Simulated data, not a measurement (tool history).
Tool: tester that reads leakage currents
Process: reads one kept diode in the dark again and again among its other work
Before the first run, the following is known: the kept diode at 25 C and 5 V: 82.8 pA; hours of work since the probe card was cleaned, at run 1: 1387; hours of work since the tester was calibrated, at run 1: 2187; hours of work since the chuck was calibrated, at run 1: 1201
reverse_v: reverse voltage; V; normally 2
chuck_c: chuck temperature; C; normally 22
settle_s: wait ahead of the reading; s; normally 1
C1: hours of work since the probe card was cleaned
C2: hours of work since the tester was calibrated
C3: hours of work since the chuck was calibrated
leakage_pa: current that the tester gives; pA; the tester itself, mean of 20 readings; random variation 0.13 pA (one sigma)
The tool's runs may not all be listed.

Run 1, hour 0: usual settings; C1 1387; C2 2187; C3 1201. Result: leakage_pa 47.89 pA.
Run 2, hour 45.8: usual settings but chuck_c 33 C; C1 1414; C2 2214; C3 1228. Result: leakage_pa 109.92 pA.
Run 3, hour 100.7: usual settings but settle_s 3.14 s; C1 1447; C2 2247; C3 1261. Result: leakage_pa 47.87 pA.
Run 4, hour 127.1: usual settings but settle_s 3.14 s; C1 1463; C2 2262; C3 1276. Result: leakage_pa 47.79 pA.
Run 5, hour 182: usual settings; C1 1495; C2 2295; C3 1309. Result: leakage_pa 48.18 pA.
Run 6, hour 221.7: usual settings but settle_s 5.69 s; C1 1519; C2 2319; C3 1333. Result: leakage_pa 48.46 pA.
Run 7, hour 276: usual settings but settle_s 5.69 s; C1 1551; C2 2351; C3 1365. Result: leakage_pa 48.54 pA.
Run 8, hour 331.9: usual settings but settle_s 5.69 s; C1 1585; C2 2384; C3 1399. Result: leakage_pa 48.43 pA.
Run 9, hour 377.2: usual settings but reverse_v 3.2 V, settle_s 1.59 s; C1 1612; C2 2411; C3 1426. Result: leakage_pa 62.26 pA.
Run 10, hour 419.9: usual settings but reverse_v 3.2 V, settle_s 1.59 s; C1 1637; C2 2437; C3 1451. Result: leakage_pa 62.55 pA.
Run 11, hour 464.4: usual settings but reverse_v 3.2 V, chuck_c 33 C, settle_s 2.8 s; C1 1664; C2 2463; C3 1477. Result: leakage_pa 141.19 pA.
Run 12, hour 522.2: usual settings but reverse_v 3.2 V, chuck_c 27 C, settle_s 2.8 s; C1 1698; C2 2498; C3 1512. Result: leakage_pa 91.32 pA.
Run 13, hour 546.9: usual settings but reverse_v 7.97 V, chuck_c 35 C, settle_s 2.07 s; C1 1713; C2 2512; C3 1527. Result: leakage_pa 259.06 pA.
Run 14, hour 586.9: usual settings but reverse_v 7.97 V, chuck_c 60 C, settle_s 2.05 s; C1 1737; C2 2536; C3 1550. Result: leakage_pa 1381.68 pA.
Run 15, hour 631.3: usual settings but reverse_v 1.66 V, settle_s 1.24 s; C1 1763; C2 2563; C3 1577. Result: leakage_pa 45.3 pA.

Here are 4 independent what-if runs from the current tool condition. What would each one return?
Run A, hour 658.7: usual settings but reverse_v 3.86 V, chuck_c 44 C, settle_s 0.32 s; C1 1779; C2 2579; C3 1593. Result: leakage_pa ?.
Run B, hour 658.7: usual settings but reverse_v 4.85 V, chuck_c 23 C, settle_s 3.47 s; C1 1779; C2 2579; C3 1593. Result: leakage_pa ?.
Run C, hour 658.7: usual settings but reverse_v 4.87 V, chuck_c 39 C, settle_s 2.83 s; C1 1779; C2 2579; C3 1593. Result: leakage_pa ?.
Run D, hour 658.7: usual settings but reverse_v 1.66 V, chuck_c 56 C, settle_s 1.24 s; C1 1779; C2 2579; C3 1593. Result: leakage_pa ?.

run  leakage_pa
  A      340.45
  B       85.24
  C      271.32
  D      498.15
Had the tool no hidden state, the same runs would have come out as:
run  leakage_pa
  A      302.76
  B       69.74
  C       238.1
  D      451.53
